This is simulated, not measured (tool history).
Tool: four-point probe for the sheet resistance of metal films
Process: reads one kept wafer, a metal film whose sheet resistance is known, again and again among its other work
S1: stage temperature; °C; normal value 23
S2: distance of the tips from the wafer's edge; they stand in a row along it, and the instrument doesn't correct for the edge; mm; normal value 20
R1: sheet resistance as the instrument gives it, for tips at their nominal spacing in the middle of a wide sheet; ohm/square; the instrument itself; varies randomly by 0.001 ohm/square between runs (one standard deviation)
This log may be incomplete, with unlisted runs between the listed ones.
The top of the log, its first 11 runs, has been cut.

run     day  S1  S2        R1
 12  18.758  23  20  5.096199
 13  21.517  23  20  5.097476
 14  24.021  23  20  5.097012
 15  26.542  23  20  5.096640
 16  28.546  23  20  5.098847
 17  30.125  23  20  5.096864
 18  32.708  23  20  5.097510
 19  34.442  23  20  5.097166
 20  36.621  23  20  5.097812
 21  38.038  29  11  5.153207
 22  39.492  23   4  5.348026
 23  41.092  23   9  5.141281
 24  42.796  28  25  5.116968
 25  45.550  33  55  5.137291
 26  48.238  27  20  5.115825
 27  49.942  23   3  5.527260
 28  51.712  26  10  5.146532
 29  54.117  26  10  5.145416
 30  55.775  26  10  5.145804
 31  58.421  23  10  5.130386
 32  60.158  23  10  5.130866
 33  62.858  23  45  5.088132
 34  64.792  33  20  5.145804
 35  66.800  23   4  5.346045
 36  69.546  31  71  5.126438

Consider 3 possible next runs. They are alternatives, not a sequence: every one starts from the tool as it was left by run 36. What does each give?
  A  71.133  25  20   ?
  B  71.133  26  40   ?
  C  71.133  29   6   ?

run        R1
  A  5.108577
  B  5.102923
  C  5.237622
What these runs would have given with no unlogged condition in the tool:
run        R1
  A  5.109379
  B  5.103723
  C  5.238441
